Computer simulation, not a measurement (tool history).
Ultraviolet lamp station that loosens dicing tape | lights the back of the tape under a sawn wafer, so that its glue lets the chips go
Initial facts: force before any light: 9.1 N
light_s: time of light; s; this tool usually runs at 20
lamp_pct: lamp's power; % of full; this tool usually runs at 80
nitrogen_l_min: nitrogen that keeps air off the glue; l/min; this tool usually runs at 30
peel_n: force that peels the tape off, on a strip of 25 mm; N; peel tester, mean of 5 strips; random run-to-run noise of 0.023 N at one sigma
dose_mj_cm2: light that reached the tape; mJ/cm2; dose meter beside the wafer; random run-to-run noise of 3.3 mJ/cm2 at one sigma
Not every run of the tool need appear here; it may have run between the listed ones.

{"run": 1, "hour": 0.0, "light_s": 20, "lamp_pct": 80, "nitrogen_l_min": 30, "peel_n": 1.453, "dose_mj_cm2": 433}
{"run": 2, "hour": 38.9, "light_s": 20, "lamp_pct": 80, "nitrogen_l_min": 30, "peel_n": 1.552, "dose_mj_cm2": 427}
{"run": 3, "hour": 64.5, "light_s": 20, "lamp_pct": 80, "nitrogen_l_min": 30, "peel_n": 1.554, "dose_mj_cm2": 431}
{"hour": 70.2, "done": "window cleaned of glue's vapour"}
{"run": 4, "hour": 91.8, "light_s": 14, "lamp_pct": 80, "nitrogen_l_min": 30, "peel_n": 2.836, "dose_mj_cm2": 283}
{"run": 5, "hour": 130.1, "light_s": 19, "lamp_pct": 80, "nitrogen_l_min": 30, "peel_n": 1.944, "dose_mj_cm2": 377}
{"hour": 149.3, "done": "window cleaned of glue's vapour, once more"}
{"run": 6, "hour": 161.8, "light_s": 19, "lamp_pct": 95, "nitrogen_l_min": 30, "peel_n": 1.138, "dose_mj_cm2": 511}
{"run": 7, "hour": 184.1, "light_s": 20, "lamp_pct": 80, "nitrogen_l_min": 30, "peel_n": 1.461, "dose_mj_cm2": 455}
{"run": 8, "hour": 200.4, "light_s": 20, "lamp_pct": 98, "nitrogen_l_min": 30, "peel_n": 1.04, "dose_mj_cm2": 554}
{"run": 9, "hour": 232.5, "light_s": 36, "lamp_pct": 80, "nitrogen_l_min": 30, "peel_n": 0.447, "dose_mj_cm2": 803}
{"run": 10, "hour": 269.1, "light_s": 36, "lamp_pct": 80, "nitrogen_l_min": 30, "peel_n": 0.463, "dose_mj_cm2": 787}
{"run": 11, "hour": 300.0, "light_s": 36, "lamp_pct": 80, "nitrogen_l_min": 30, "peel_n": 0.47, "dose_mj_cm2": 779}
{"run": 12, "hour": 325.0, "light_s": 20, "lamp_pct": 80, "nitrogen_l_min": 30, "peel_n": 1.62, "dose_mj_cm2": 434}
{"run": 13, "hour": 352.2, "light_s": 20, "lamp_pct": 87, "nitrogen_l_min": 30, "peel_n": 1.387, "dose_mj_cm2": 461}
{"run": 14, "hour": 375.7, "light_s": 20, "lamp_pct": 87, "nitrogen_l_min": 30, "peel_n": 1.391, "dose_mj_cm2": 458}
{"run": 15, "hour": 399.5, "light_s": 20, "lamp_pct": 87, "nitrogen_l_min": 30, "peel_n": 1.442, "dose_mj_cm2": 459}
{"run": 16, "hour": 422.1, "light_s": 20, "lamp_pct": 88, "nitrogen_l_min": 30, "peel_n": 1.45, "dose_mj_cm2": 465}
{"run": 17, "hour": 459.4, "light_s": 20, "lamp_pct": 62, "nitrogen_l_min": 30, "peel_n": 2.468, "dose_mj_cm2": 315}
{"hour": 473.3, "done": "window cleaned of glue's vapour"}
{"run": 18, "hour": 487.2, "light_s": 20, "lamp_pct": 62, "nitrogen_l_min": 30, "peel_n": 2.275, "dose_mj_cm2": 340}
{"run": 19, "hour": 515.5, "light_s": 20, "lamp_pct": 62, "nitrogen_l_min": 30, "peel_n": 2.18, "dose_mj_cm2": 337}
{"run": 20, "hour": 546.8, "light_s": 20, "lamp_pct": 62, "nitrogen_l_min": 16, "peel_n": 3.016, "dose_mj_cm2": 331}
{"run": 21, "hour": 585.5, "light_s": 20, "lamp_pct": 62, "nitrogen_l_min": 16, "peel_n": 3.175, "dose_mj_cm2": 331}
{"run": 22, "hour": 623.7, "light_s": 20, "lamp_pct": 62, "nitrogen_l_min": 16, "peel_n": 3.191, "dose_mj_cm2": 329}
{"run": 23, "hour": 652.9, "light_s": 20, "lamp_pct": 94, "nitrogen_l_min": 59, "peel_n": 0.839, "dose_mj_cm2": 486}
{"run": 24, "hour": 680.0, "light_s": 28, "lamp_pct": 93, "nitrogen_l_min": 19, "peel_n": 1.007, "dose_mj_cm2": 671}
{"run": 25, "hour": 696.2, "light_s": 20, "lamp_pct": 81, "nitrogen_l_min": 30, "peel_n": 1.713, "dose_mj_cm2": 415}
{"run": 26, "hour": 714.8, "light_s": 20, "lamp_pct": 99, "nitrogen_l_min": 50, "peel_n": 0.845, "dose_mj_cm2": 500}
{"run": 27, "hour": 745.7, "light_s": 20, "lamp_pct": 83, "nitrogen_l_min": 30, "peel_n": 1.669, "dose_mj_cm2": 421}
{"run": 28, "hour": 784.8, "light_s": 20, "lamp_pct": 80, "nitrogen_l_min": 59, "peel_n": 1.206, "dose_mj_cm2": 393}
{"hour": 795.6, "done": "window cleaned of glue's vapour"}
{"run": 29, "hour": 818.4, "light_s": 21, "lamp_pct": 69, "nitrogen_l_min": 40, "peel_n": 1.654, "dose_mj_cm2": 384}
{"run": 30, "hour": 857.2, "light_s": 21, "lamp_pct": 69, "nitrogen_l_min": 40, "peel_n": 1.687, "dose_mj_cm2": 379}
{"run": 31, "hour": 890.7, "light_s": 21, "lamp_pct": 69, "nitrogen_l_min": 40, "peel_n": 1.67, "dose_mj_cm2": 375}
{"run": 32, "hour": 922.9, "light_s": 13, "lamp_pct": 80, "nitrogen_l_min": 30, "peel_n": 3.027, "dose_mj_cm2": 266}
{"run": 33, "hour": 952.3, "light_s": 29, "lamp_pct": 80, "nitrogen_l_min": 30, "peel_n": 0.907, "dose_mj_cm2": 584}
{"run": 34, "hour": 978.3, "light_s": 10, "lamp_pct": 95, "nitrogen_l_min": 35, "peel_n": 3.176, "dose_mj_cm2": 237}
{"run": 35, "hour": 998.9, "light_s": 10, "lamp_pct": 95, "nitrogen_l_min": 35, "peel_n": 3.251, "dose_mj_cm2": 239}
{"run": 36, "hour": 1033.7, "light_s": 10, "lamp_pct": 95, "nitrogen_l_min": 35, "peel_n": 3.334, "dose_mj_cm2": 233}
{"run": 37, "hour": 1065.1, "light_s": 27, "lamp_pct": 73, "nitrogen_l_min": 30, "peel_n": 1.316, "dose_mj_cm2": 479}
{"run": 38, "hour": 1081.1, "light_s": 27, "lamp_pct": 77, "nitrogen_l_min": 23, "peel_n": 1.451, "dose_mj_cm2": 501}
{"run": 39, "hour": 1102.3, "light_s": 27, "lamp_pct": 77, "nitrogen_l_min": 23, "peel_n": 1.555, "dose_mj_cm2": 495}
{"hour": 1119.4, "done": "window cleaned of glue's vapour"}
{"run": 40, "hour": 1133.3, "light_s": 15, "lamp_pct": 85, "nitrogen_l_min": 23, "peel_n": 2.757, "dose_mj_cm2": 327}
{"run": 41, "hour": 1159.2, "light_s": 25, "lamp_pct": 63, "nitrogen_l_min": 30, "peel_n": 1.823, "dose_mj_cm2": 405}
{"run": 42, "hour": 1180.7, "light_s": 11, "lamp_pct": 89, "nitrogen_l_min": 48, "peel_n": 2.721, "dose_mj_cm2": 246}

The logged runs with the hidden state left out (each run's random variation unchanged):
Unlogged tool condition in this case: lamp's light, % of a new lamp's; light that the window lets through, % of a clean one's; drift of the gauge itself on peel_n, %; drift of the gauge itself on dose_mj_cm2, %.
run=1 peel_n=1.057 dose_mj_cm2=517
run=2 peel_n=1.102 dose_mj_cm2=518
run=3 peel_n=1.090 dose_mj_cm2=526
run=4 peel_n=2.027 dose_mj_cm2=367
run=5 peel_n=1.230 dose_mj_cm2=497
run=6 peel_n=0.870 dose_mj_cm2=586
run=7 peel_n=1.126 dose_mj_cm2=526
run=8 peel_n=0.764 dose_mj_cm2=643
run=9 peel_n=0.318 dose_mj_cm2=942
run=10 peel_n=0.320 dose_mj_cm2=936
run=11 peel_n=0.318 dose_mj_cm2=936
run=12 peel_n=1.147 dose_mj_cm2=526
run=13 peel_n=0.946 dose_mj_cm2=565
run=14 peel_n=0.934 dose_mj_cm2=566
run=15 peel_n=0.954 dose_mj_cm2=572
run=16 peel_n=0.945 dose_mj_cm2=584
run=17 peel_n=1.755 dose_mj_cm2=402
run=18 peel_n=1.777 dose_mj_cm2=403
run=19 peel_n=1.681 dose_mj_cm2=403
run=20 peel_n=2.426 dose_mj_cm2=401
run=21 peel_n=2.516 dose_mj_cm2=405
run=22 peel_n=2.496 dose_mj_cm2=408
run=23 peel_n=0.512 dose_mj_cm2=610
run=24 peel_n=0.614 dose_mj_cm2=851
run=25 peel_n=1.115 dose_mj_cm2=529
run=26 peel_n=0.494 dose_mj_cm2=643
run=27 peel_n=1.050 dose_mj_cm2=545
run=28 peel_n=0.692 dose_mj_cm2=518
run=29 peel_n=1.140 dose_mj_cm2=473
run=30 peel_n=1.141 dose_mj_cm2=474
run=31 peel_n=1.106 dose_mj_cm2=474
run=32 peel_n=2.250 dose_mj_cm2=340
run=33 peel_n=0.521 dose_mj_cm2=756
run=34 peel_n=2.334 dose_mj_cm2=309
run=35 peel_n=2.372 dose_mj_cm2=313
run=36 peel_n=2.405 dose_mj_cm2=311
run=37 peel_n=0.729 dose_mj_cm2=644
run=38 peel_n=0.817 dose_mj_cm2=677
run=39 peel_n=0.863 dose_mj_cm2=675
run=40 peel_n=2.012 dose_mj_cm2=416
run=41 peel_n=1.187 dose_mj_cm2=518
run=42 peel_n=1.940 dose_mj_cm2=318
